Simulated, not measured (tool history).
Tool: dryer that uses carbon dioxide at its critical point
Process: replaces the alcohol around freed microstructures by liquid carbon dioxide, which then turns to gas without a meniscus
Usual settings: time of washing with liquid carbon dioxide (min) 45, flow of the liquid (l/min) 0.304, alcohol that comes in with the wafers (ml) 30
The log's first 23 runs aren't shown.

run   hour  time of washing with liquid carbon dioxide (min)  flow of the liquid (l/min)  alcohol that comes in with the wafers (ml)  alcohol left in the vessel before it's heated (ppm by volume)
 24  323.2                                                38                       0.304                                          65                                                            849
 25  340.2                                                66                       0.413                                         111                                                            194
 26    353                                                66                        0.23                                         111                                                            556
 27  369.1                                                66                        0.23                                         111                                                            592
 28  378.8                                                51                       0.385                                          63                                                            233
     387.9  -- inlet filter changed
 29  398.2                                                64                        0.22                                          51                                                            355
 30  412.2                                                37                       0.209                                          69                                                           2240
 31  424.1                                                45                       0.465                                         117                                                            236
 32  436.2                                                46                       0.409                                          55                                                            241
 33  444.3                                                46                       0.409                                          55                                                            252
 34  454.5                                                46                       0.409                                          55                                                            256
 35  468.3                                                46                       0.409                                          55                                                            249
 36  486.9                                                42                       0.338                                          30                                                            306
 37  498.5                                                27                       0.338                                          30                                                            781
 38  507.9                                                45                       0.472                                          44                                                            256
 39  522.7                                                28                       0.304                                          30                                                            945
 40  533.8                                                28                       0.304                                          30                                                            933
 41  552.7                                                28                       0.304                                          30                                                            986
 42  564.2                                                28                       0.304                                          30                                                            994
     577.8  -- purifier's bed changed
 43  577.8                                                28                       0.304                                          30                                                            744
 44  587.5                                                67                       0.304                                          54                                                             25

5 ways to go on from here, each from the tool as it stands after run 44. What would each give?
  A  603.4                                                59                       0.338                                         114                                                              ?
  B  603.4                                                53                       0.304                                          48                                                              ?
  C  603.4                                                56                       0.214                                          26                                                              ?
  D  603.4                                                36                       0.387                                         109                                                              ?
  E  603.4                                                45                       0.304                                         108                                                              ?

run  alcohol left in the vessel before it's heated (ppm by volume)
  A                                                             65
  B                                                             92
  C                                                            237
  D                                                            398
  E                                                            477
Without the tool's hidden state the same runs would have given:
run  alcohol left in the vessel before it's heated (ppm by volume)
  A                                                             34
  B                                                             51
  C                                                            168
  D                                                            264
  E                                                            325
